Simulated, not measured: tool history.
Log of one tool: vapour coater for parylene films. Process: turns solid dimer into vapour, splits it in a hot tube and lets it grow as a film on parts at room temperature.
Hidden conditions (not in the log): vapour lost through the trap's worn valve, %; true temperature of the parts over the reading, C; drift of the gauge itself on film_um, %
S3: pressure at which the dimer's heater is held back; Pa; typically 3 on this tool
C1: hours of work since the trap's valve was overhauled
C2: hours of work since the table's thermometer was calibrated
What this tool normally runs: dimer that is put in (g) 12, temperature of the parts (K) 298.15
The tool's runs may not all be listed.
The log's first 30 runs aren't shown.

Run 31, hour 1437.9: usual settings but dimer that is put in (g) 16, temperature of the parts (K) 295.15, S3 12 Pa; C1 448; C2 1011. Result: thickness of the film (µm) 2.35.
Run 32, hour 1465.8: usual settings but dimer that is put in (g) 14, S3 10.31 Pa; C1 460; C2 1023. Result: thickness of the film (µm) 1.96.
At hour 1485.5: trap's valve overhauled.
Run 33, hour 1524.8: usual settings but dimer that is put in (g) 16, S3 2.51 Pa; C1 17; C2 1048. Result: thickness of the film (µm) 2.84.
Run 34, hour 1561.3: usual settings but dimer that is put in (g) 16, S3 2.51 Pa; C1 34; C2 1064. Result: thickness of the film (µm) 2.82.
Run 35, hour 1605.2: usual settings but S3 8.85 Pa; C1 53; C2 1083. Result: thickness of the film (µm) 1.79.
Run 36, hour 1667: usual settings but S3 8.85 Pa; C1 81; C2 1111. Result: thickness of the film (µm) 1.81.
Run 37, hour 1720: usual settings but temperature of the parts (K) 300.15, S3 11.61 Pa; C1 104; C2 1134. Result: thickness of the film (µm) 1.68.
Run 38, hour 1782.7: usual settings but temperature of the parts (K) 294.15, S3 10.12 Pa; C1 132; C2 1162. Result: thickness of the film (µm) 1.9.
Run 39, hour 1823.8: usual settings but temperature of the parts (K) 294.15, S3 10.12 Pa; C1 150; C2 1181. Result: thickness of the film (µm) 1.9.
Run 40, hour 1874.2: usual settings but temperature of the parts (K) 294.15, S3 10.12 Pa; C1 173; C2 1203. Result: thickness of the film (µm) 1.93.
Run 41, hour 1929.8: usual settings but temperature of the parts (K) 294.15, S3 10.12 Pa; C1 197; C2 1228. Result: thickness of the film (µm) 1.9.
Run 42, hour 1964.6: usual settings but dimer that is put in (g) 20, temperature of the parts (K) 293.15, S3 2.1 Pa; C1 213; C2 1243. Result: thickness of the film (µm) 3.94.
Run 43, hour 1994.5: usual settings but dimer that is put in (g) 8, temperature of the parts (K) 292.15, S3 11.63 Pa; C1 226; C2 1256. Result: thickness of the film (µm) 1.3.
Run 44, hour 2035.4: usual settings but dimer that is put in (g) 9, temperature of the parts (K) 300.15, S3 4.02 Pa; C1 244; C2 1275. Result: thickness of the film (µm) 1.45.
Run 45, hour 2069.7: usual settings but dimer that is put in (g) 9, temperature of the parts (K) 292.15, S3 2.33 Pa; C1 260; C2 1290. Result: thickness of the film (µm) 1.79.
Run 46, hour 2119: usual settings but dimer that is put in (g) 9, temperature of the parts (K) 303.15, S3 2.33 Pa; C1 282; C2 1312. Result: thickness of the film (µm) 1.4.
Run 47, hour 2148.1: usual settings but dimer that is put in (g) 9, temperature of the parts (K) 303.15, S3 2.33 Pa; C1 294; C2 1325. Result: thickness of the film (µm) 1.41.

Consider 3 possible next runs. They are alternatives, not a sequence: every one starts from the tool as it was left by run 47. What does each give?
Run A, hour 2185.9: usual settings but dimer that is put in (g) 10, temperature of the parts (K) 293.15, S3 5.52 Pa; C1 311; C2 1341. Result: thickness of the film (µm) ?.
Run B, hour 2185.9: usual settings but dimer that is put in (g) 21, temperature of the parts (K) 290.15, S3 3.19 Pa; C1 311; C2 1341. Result: thickness of the film (µm) ?.
Run C, hour 2185.9: usual settings but temperature of the parts (K) 291.15; C1 311; C2 1341. Result: thickness of the film (µm) ?.

run  thickness of the film (µm)
  A                        1.76
  B                        4.15
  C                        2.35
Without the tool's hidden state the same runs would have given:
run  thickness of the film (µm)
  A                        1.84
  B                        4.33
  C                        2.45
